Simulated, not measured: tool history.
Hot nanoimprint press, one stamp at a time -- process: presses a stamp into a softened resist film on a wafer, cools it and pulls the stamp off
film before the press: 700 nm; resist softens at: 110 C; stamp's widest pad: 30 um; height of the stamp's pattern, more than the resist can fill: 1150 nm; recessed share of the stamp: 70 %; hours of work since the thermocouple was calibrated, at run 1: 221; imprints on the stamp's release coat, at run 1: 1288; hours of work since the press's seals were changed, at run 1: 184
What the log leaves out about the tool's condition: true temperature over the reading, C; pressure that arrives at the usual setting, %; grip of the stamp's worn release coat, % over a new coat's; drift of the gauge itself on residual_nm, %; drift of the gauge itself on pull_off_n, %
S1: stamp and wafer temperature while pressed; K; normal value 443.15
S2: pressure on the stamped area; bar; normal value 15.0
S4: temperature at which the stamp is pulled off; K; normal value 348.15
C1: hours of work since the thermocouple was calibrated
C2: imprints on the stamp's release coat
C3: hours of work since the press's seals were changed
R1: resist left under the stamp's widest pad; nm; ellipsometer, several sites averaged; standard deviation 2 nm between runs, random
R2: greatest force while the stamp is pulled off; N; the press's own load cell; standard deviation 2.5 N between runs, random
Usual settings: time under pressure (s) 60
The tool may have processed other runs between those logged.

{"run": 1, "day": 0.0, "S1": 443.15, "S2": 15.0, "time under pressure (s)": 60, "S4": 348.15, "C1": 221, "C2": 1288, "C3": 184, "R1": 318.3, "R2": 154}
{"day": 0.704, "done": "stamp cleaned and given a new release coat"}
{"run": 2, "day": 0.796, "S1": 443.15, "S2": 15.0, "time under pressure (s)": 60, "S4": 348.15, "C1": 230, "C2": 9, "C3": 193, "R1": 313.9, "R2": 115}
{"run": 3, "day": 1.496, "S1": 443.15, "S2": 15.0, "time under pressure (s)": 60, "S4": 348.15, "C1": 242, "C2": 83, "C3": 205, "R1": 318.4, "R2": 117}
{"run": 4, "day": 1.988, "S1": 443.15, "S2": 15.0, "time under pressure (s)": 60, "S4": 348.15, "C1": 250, "C2": 135, "C3": 213, "R1": 321.0, "R2": 117}
{"run": 5, "day": 2.438, "S1": 443.15, "S2": 15.0, "time under pressure (s)": 60, "S4": 348.15, "C1": 257, "C2": 183, "C3": 221, "R1": 313.8, "R2": 120}
{"run": 6, "day": 3.104, "S1": 443.15, "S2": 15.0, "time under pressure (s)": 60, "S4": 348.15, "C1": 268, "C2": 253, "C3": 232, "R1": 318.4, "R2": 116}
{"run": 7, "day": 3.488, "S1": 443.15, "S2": 15.0, "time under pressure (s)": 99, "S4": 348.15, "C1": 275, "C2": 294, "C3": 238, "R1": 260.9, "R2": 120}
{"run": 8, "day": 4.021, "S1": 443.15, "S2": 15.0, "time under pressure (s)": 99, "S4": 348.15, "C1": 284, "C2": 350, "C3": 247, "R1": 259.6, "R2": 125}
{"run": 9, "day": 4.767, "S1": 443.15, "S2": 15.0, "time under pressure (s)": 99, "S4": 348.15, "C1": 296, "C2": 429, "C3": 259, "R1": 260.6, "R2": 122}
{"run": 10, "day": 5.442, "S1": 443.15, "S2": 15.0, "time under pressure (s)": 99, "S4": 348.15, "C1": 307, "C2": 501, "C3": 271, "R1": 259.7, "R2": 127}
{"run": 11, "day": 5.904, "S1": 443.15, "S2": 15.0, "time under pressure (s)": 99, "S4": 348.15, "C1": 315, "C2": 549, "C3": 278, "R1": 261.3, "R2": 129}
{"run": 12, "day": 6.504, "S1": 453.15, "S2": 20.6, "time under pressure (s)": 60, "S4": 348.15, "C1": 325, "C2": 613, "C3": 288, "R1": 166.4, "R2": 129}

Forecast run 13:
{"run": 13, "day": 7.296, "S1": 443.15, "S2": 22.2, "time under pressure (s)": 47, "S4": 348.15, "C1": 338, "C2": 696, "C3": 301, "R1": "?", "R2": "?"}

{"run 13": {"R1": 287.1, "R2": 133}}
Without the tool's hidden state the same run would have given R1 301.3 nm, R2 115 N.

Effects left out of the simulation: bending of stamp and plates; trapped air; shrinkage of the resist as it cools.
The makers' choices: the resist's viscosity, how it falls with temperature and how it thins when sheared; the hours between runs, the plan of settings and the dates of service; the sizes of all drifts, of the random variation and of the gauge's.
